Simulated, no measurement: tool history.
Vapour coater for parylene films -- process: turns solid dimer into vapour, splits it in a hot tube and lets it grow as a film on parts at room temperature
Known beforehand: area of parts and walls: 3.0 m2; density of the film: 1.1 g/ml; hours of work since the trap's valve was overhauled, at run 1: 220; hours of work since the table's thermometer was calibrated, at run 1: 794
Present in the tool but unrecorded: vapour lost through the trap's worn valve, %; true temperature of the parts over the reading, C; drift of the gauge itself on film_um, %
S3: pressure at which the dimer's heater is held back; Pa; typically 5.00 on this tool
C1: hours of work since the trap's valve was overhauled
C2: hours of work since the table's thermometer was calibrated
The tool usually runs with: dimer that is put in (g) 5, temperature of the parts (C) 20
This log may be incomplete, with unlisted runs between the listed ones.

{"run": 1, "hour": 0.0, "dimer that is put in (g)": 5, "temperature of the parts (C)": 20, "S3": 5.0, "C1": 220, "C2": 794, "thickness of the film (µm)": 1.17}
{"run": 2, "hour": 32.6, "dimer that is put in (g)": 5, "temperature of the parts (C)": 20, "S3": 5.0, "C1": 240, "C2": 814, "thickness of the film (µm)": 1.17}
{"run": 3, "hour": 91.6, "dimer that is put in (g)": 5, "temperature of the parts (C)": 20, "S3": 5.0, "C1": 276, "C2": 850, "thickness of the film (µm)": 1.15}
{"run": 4, "hour": 147.3, "dimer that is put in (g)": 5, "temperature of the parts (C)": 20, "S3": 5.0, "C1": 310, "C2": 884, "thickness of the film (µm)": 1.13}
{"run": 5, "hour": 180.2, "dimer that is put in (g)": 5, "temperature of the parts (C)": 20, "S3": 5.0, "C1": 331, "C2": 905, "thickness of the film (µm)": 1.18}
{"run": 6, "hour": 207.0, "dimer that is put in (g)": 5, "temperature of the parts (C)": 20, "S3": 5.0, "C1": 347, "C2": 921, "thickness of the film (µm)": 1.16}
{"hour": 219.7, "done": "table's thermometer calibrated"}
{"run": 7, "hour": 244.3, "dimer that is put in (g)": 5, "temperature of the parts (C)": 20, "S3": 5.0, "C1": 369, "C2": 15, "thickness of the film (µm)": 1.16}
{"run": 8, "hour": 275.6, "dimer that is put in (g)": 5, "temperature of the parts (C)": 20, "S3": 5.0, "C1": 389, "C2": 34, "thickness of the film (µm)": 1.15}
{"run": 9, "hour": 311.9, "dimer that is put in (g)": 5, "temperature of the parts (C)": 20, "S3": 5.0, "C1": 411, "C2": 57, "thickness of the film (µm)": 1.17}
{"run": 10, "hour": 355.1, "dimer that is put in (g)": 2, "temperature of the parts (C)": 20, "S3": 5.0, "C1": 438, "C2": 83, "thickness of the film (µm)": 0.47}
{"run": 11, "hour": 394.9, "dimer that is put in (g)": 6, "temperature of the parts (C)": 20, "S3": 5.0, "C1": 462, "C2": 108, "thickness of the film (µm)": 1.36}
{"run": 12, "hour": 431.5, "dimer that is put in (g)": 5, "temperature of the parts (C)": 20, "S3": 5.0, "C1": 485, "C2": 130, "thickness of the film (µm)": 1.15}
{"hour": 456.6, "done": "trap's valve overhauled"}
{"run": 13, "hour": 478.0, "dimer that is put in (g)": 5, "temperature of the parts (C)": 20, "S3": 4.17, "C1": 13, "C2": 156, "thickness of the film (µm)": 1.19}
{"run": 14, "hour": 535.7, "dimer that is put in (g)": 5, "temperature of the parts (C)": 14, "S3": 2.52, "C1": 49, "C2": 192, "thickness of the film (µm)": 1.49}
{"run": 15, "hour": 593.0, "dimer that is put in (g)": 5, "temperature of the parts (C)": 14, "S3": 3.45, "C1": 84, "C2": 227, "thickness of the film (µm)": 1.47}
{"run": 16, "hour": 630.0, "dimer that is put in (g)": 5, "temperature of the parts (C)": 20, "S3": 8.23, "C1": 107, "C2": 250, "thickness of the film (µm)": 1.08}
{"run": 17, "hour": 682.8, "dimer that is put in (g)": 2, "temperature of the parts (C)": 20, "S3": 5.0, "C1": 139, "C2": 283, "thickness of the film (µm)": 0.47}
{"run": 18, "hour": 713.1, "dimer that is put in (g)": 4, "temperature of the parts (C)": 15, "S3": 5.0, "C1": 158, "C2": 301, "thickness of the film (µm)": 1.19}
{"run": 19, "hour": 751.0, "dimer that is put in (g)": 4, "temperature of the parts (C)": 20, "S3": 5.0, "C1": 181, "C2": 324, "thickness of the film (µm)": 0.93}
{"run": 20, "hour": 787.2, "dimer that is put in (g)": 5, "temperature of the parts (C)": 15, "S3": 7.04, "C1": 203, "C2": 347, "thickness of the film (µm)": 1.4}
{"run": 21, "hour": 812.7, "dimer that is put in (g)": 5, "temperature of the parts (C)": 15, "S3": 7.04, "C1": 219, "C2": 362, "thickness of the film (µm)": 1.39}

Expected results for the next run?
{"run": 22, "hour": 863.5, "dimer that is put in (g)": 2, "temperature of the parts (C)": 15, "S3": 5.0, "C1": 250, "C2": 394, "thickness of the film (µm)": "?"}

thickness of the film (µm): 0.59
If the tool had no hidden condition, the same run with the same run-to-run variation would have returned thickness of the film (µm) 0.59.
